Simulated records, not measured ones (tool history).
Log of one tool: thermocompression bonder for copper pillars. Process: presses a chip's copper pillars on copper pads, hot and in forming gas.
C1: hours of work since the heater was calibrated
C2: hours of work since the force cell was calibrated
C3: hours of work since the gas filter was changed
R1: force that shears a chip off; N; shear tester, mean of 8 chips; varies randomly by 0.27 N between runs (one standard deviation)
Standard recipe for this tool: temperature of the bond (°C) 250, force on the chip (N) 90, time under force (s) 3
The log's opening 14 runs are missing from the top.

At day 39.433: force cell calibrated.
At day 39.758: heater calibrated with a thermocouple chip.
Run 15, day 41.392: usual settings but force on the chip (N) 110; C1 25; C2 29; C3 94. Result: R1 67 N.
Run 16, day 43.879: usual settings but force on the chip (N) 110; C1 64; C2 67; C3 133. Result: R1 66.6 N.
Run 17, day 47.875: usual settings but force on the chip (N) 110; C1 125; C2 129; C3 194. Result: R1 65.6 N.
At day 50.854: force cell calibrated, once more.
At day 51.129: forming gas filter changed.
Run 18, day 51.129: usual settings but temperature of the bond (°C) 258; C1 174; C2 4; C3 0. Result: R1 67.3 N.
Run 19, day 52.912: usual settings but temperature of the bond (°C) 258; C1 202; C2 31; C3 28. Result: R1 66.8 N.
Run 20, day 54.679: usual settings but temperature of the bond (°C) 246, force on the chip (N) 107; C1 229; C2 59; C3 55. Result: R1 66.2 N.
Run 21, day 56.979: usual settings but temperature of the bond (°C) 242, force on the chip (N) 56; C1 265; C2 94; C3 90. Result: R1 37 N.
Run 22, day 59.842: usual settings but temperature of the bond (°C) 265, force on the chip (N) 126; C1 309; C2 138; C3 135. Result: R1 77.6 N.
Run 23, day 63.042: usual settings but temperature of the bond (°C) 263, force on the chip (N) 89; C1 358; C2 188; C3 184. Result: R1 66.8 N.
Run 24, day 65.962: usual settings but temperature of the bond (°C) 243, force on the chip (N) 57, time under force (s) 6; C1 403; C2 233; C3 229. Result: R1 46.9 N.
At day 66.796: forming gas filter changed.
Run 25, day 68.533: usual settings but temperature of the bond (°C) 243, force on the chip (N) 57, time under force (s) 6; C1 443; C2 272; C3 27. Result: R1 49.4 N.
Run 26, day 71.958: usual settings but force on the chip (N) 98, time under force (s) 7; C1 495; C2 325; C3 80. Result: R1 75.2 N.
Run 27, day 74.029: usual settings but temperature of the bond (°C) 272, force on the chip (N) 79, time under force (s) 5; C1 527; C2 357; C3 112. Result: R1 73.7 N.
Run 28, day 78.046: usual settings but temperature of the bond (°C) 272, force on the chip (N) 79, time under force (s) 5; C1 589; C2 419; C3 174. Result: R1 73.4 N.
Run 29, day 81.762: usual settings but temperature of the bond (°C) 248, force on the chip (N) 79; C1 647; C2 476; C3 231. Result: R1 53.7 N.
At day 82.696: forming gas filter changed.
Run 30, day 84.983: usual settings but force on the chip (N) 119, time under force (s) 5; C1 696; C2 526; C3 35. Result: R1 77.9 N.
Run 31, day 86.804: usual settings but force on the chip (N) 131; C1 724; C2 554; C3 63. Result: R1 75 N.
Run 32, day 88.808: usual settings but temperature of the bond (°C) 266, force on the chip (N) 87, time under force (s) 2; C1 755; C2 585; C3 94. Result: R1 63.9 N.
Run 33, day 92.612: usual settings but temperature of the bond (°C) 266, force on the chip (N) 87, time under force (s) 2; C1 814; C2 644; C3 153. Result: R1 63.1 N.
Run 34, day 96.262: usual settings but temperature of the bond (°C) 261, force on the chip (N) 118, time under force (s) 5; C1 870; C2 700; C3 209. Result: R1 78.2 N.
At day 98.538: forming gas filter changed.
Run 35, day 98.954: usual settings but temperature of the bond (°C) 261, force on the chip (N) 118, time under force (s) 5; C1 911; C2 741; C3 6. Result: R1 81.6 N.
Run 36, day 101.392: usual settings but temperature of the bond (°C) 261, time under force (s) 5; C1 949; C2 779; C3 44. Result: R1 75 N.

5 ways to go on from here, each from the tool as it stands after run 36. What would each give?
Run A, day 103.296: usual settings but temperature of the bond (°C) 261, force on the chip (N) 55, time under force (s) 4; C1 978; C2 808; C3 73. Result: R1 ?.
Run B, day 103.296: usual settings but temperature of the bond (°C) 257, force on the chip (N) 116, time under force (s) 5; C1 978; C2 808; C3 73. Result: R1 ?.
Run C, day 103.296: usual settings but temperature of the bond (°C) 229, force on the chip (N) 82; C1 978; C2 808; C3 73. Result: R1 ?.
Run D, day 103.296: usual settings but temperature of the bond (°C) 271; C1 978; C2 808; C3 73. Result: R1 ?.
Run E, day 103.296: usual settings but temperature of the bond (°C) 229, force on the chip (N) 131, time under force (s) 4; C1 978; C2 808; C3 73. Result: R1 ?.

run    R1
  A  53.1
  B  78.6
  C    45
  D  73.2
  E  68.4
Take away the tool's hidden state, keep each run's random variation, and the runs would have read:
run    R1
  A    53
  B  79.6
  C  44.6
  D  73.8
  E  68.5
